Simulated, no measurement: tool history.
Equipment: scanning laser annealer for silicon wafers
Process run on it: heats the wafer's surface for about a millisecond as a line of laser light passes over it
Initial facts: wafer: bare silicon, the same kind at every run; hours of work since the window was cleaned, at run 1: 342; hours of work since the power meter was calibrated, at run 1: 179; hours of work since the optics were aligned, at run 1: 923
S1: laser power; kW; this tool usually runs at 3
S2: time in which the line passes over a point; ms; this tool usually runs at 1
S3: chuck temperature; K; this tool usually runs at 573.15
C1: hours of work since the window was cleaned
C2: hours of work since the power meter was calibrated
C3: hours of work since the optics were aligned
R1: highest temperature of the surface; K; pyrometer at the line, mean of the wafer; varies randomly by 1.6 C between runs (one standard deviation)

run   hour     S1    S2      S3   C1   C2   C3       R1
  1      0      3     1  573.15  342  179  923  1384.15
  2   10.1  2.972     1  573.15  349  185  929  1376.15
  3   18.5  2.972     1  573.15  354  191  935  1377.15
  4   24.2  2.972     1  586.15  358  195  938  1389.15
  5   31.4  2.972     1  586.15  362  199  943  1389.15
  6   40.3  2.972     1  586.15  368  205  949  1388.15
  7   49.9  2.972     1  586.15  374  211  955  1390.15
  8   57.2  2.972     1  586.15  379  216  960  1389.15
  9     64      3     1  573.15  384  220  964  1383.15
 10   70.5      3     1  573.15  388  224  968  1385.15
 11   77.7      3     1  573.15  392  229  973  1384.15
 12   87.1      3     1  573.15  398  235  979  1382.15
 13   92.5      3     1  573.15  402  239  982  1383.15
     100.9  -- optics aligned, line set to its width
 14  107.9  2.919     1  573.15  409  245    4  1364.15
     114.2  -- window over the wafer cleaned
 15  118.8  2.919     1  573.15    3  251   10  1367.15
 16  129.2  2.919     1  573.15   10  258   17  1365.15
 17  133.8  2.919     1  573.15   13  261   20  1365.15
 18  140.8  2.919     1  573.15   17  265   25  1368.15
 19  150.6      3     1  573.15   24  272   31  1387.15
 20  158.4      3     1  573.15   29  277   36  1384.15
 21  166.6      3     1  557.15   34  282   41  1369.15
 22  171.3      3     1  557.15   37  285   44  1370.15
 23  179.5      3     1  557.15   42  290   50  1365.15
 24  184.9  3.283     1  603.15   46  294   53  1485.15
 25  193.4  3.018  0.84  593.15   51  299   59  1347.15
 26  199.9  3.182  0.84  586.15   55  304   63  1375.15
 27  204.2  3.182  0.84  586.15   58  306   65  1378.15
 28  214.3  3.015  1.11  571.15   65  313   72  1430.15
 29  224.4   3.21  1.11  563.15   71  319   79  1467.15
 30    229      3     1  597.15   74  322   82  1408.15
 31  234.5      3  1.05  608.15   78  326   85  1439.15
 32  241.1      3  1.05  608.15   82  330   89  1437.15
 33  248.8  2.809  0.95  602.15   87  335   94  1349.15
 34  257.7  2.809  0.95  602.15   93  341  100  1348.15
 35    262  2.867   0.7  599.15   96  344  103  1259.15
 36  267.9  2.867  0.79  562.15   99  348  107  1261.15
 37  276.4  2.867  0.79  562.15  105  353  112  1265.15
 38  283.6   2.94  1.22  608.15  110  358  117  1482.15
 39  292.7   2.94  1.22  608.15  115  364  123  1480.15
 40  296.9   2.94  1.22  608.15  118  366  125  1479.15
 41    303   2.94  1.22  608.15  122  370  129  1480.15
 42  312.1   2.94  1.09  600.15  128  376  135  1425.15

For some of the steps in R1 from one run to the next: how much would appear even if the tool had no hidden state, given the settings, what came in and random variation, and how much remains for the hidden state plus any gauge scatter that the measured result and the result without hidden state don't share?
Unlogged tool condition in this case: light that passes the window, % of a clean one's; laser's true power over the reading, %; width of the line over the set one, %; drift of the gauge itself on peak_c, C.
Run 11 -> 12: no setting changed, nothing entered. R1 -2 K: hidden state -1, all else -1.
Run 13 -> 14: S1 3 -> 2.919, optics aligned, line set to its width. R1 -19 K: hidden state +2, all else -21.
Run 16 -> 17: no setting changed, nothing entered. R1 +0 K: hidden state +1, all else -1.
Run 23 -> 24: S1 3 -> 3.283, S3 557.15 -> 603.15. R1 +120 K: hidden state +0, all else +120.
Run 24 -> 25: S1 3.283 -> 3.018, S2 1 -> 0.84, S3 603.15 -> 593.15. R1 -138 K: hidden state +0, all else -138.
Run 37 -> 38: S1 2.867 -> 2.94, S2 0.79 -> 1.22, S3 562.15 -> 608.15. R1 +217 K: hidden state +0, all else +217.
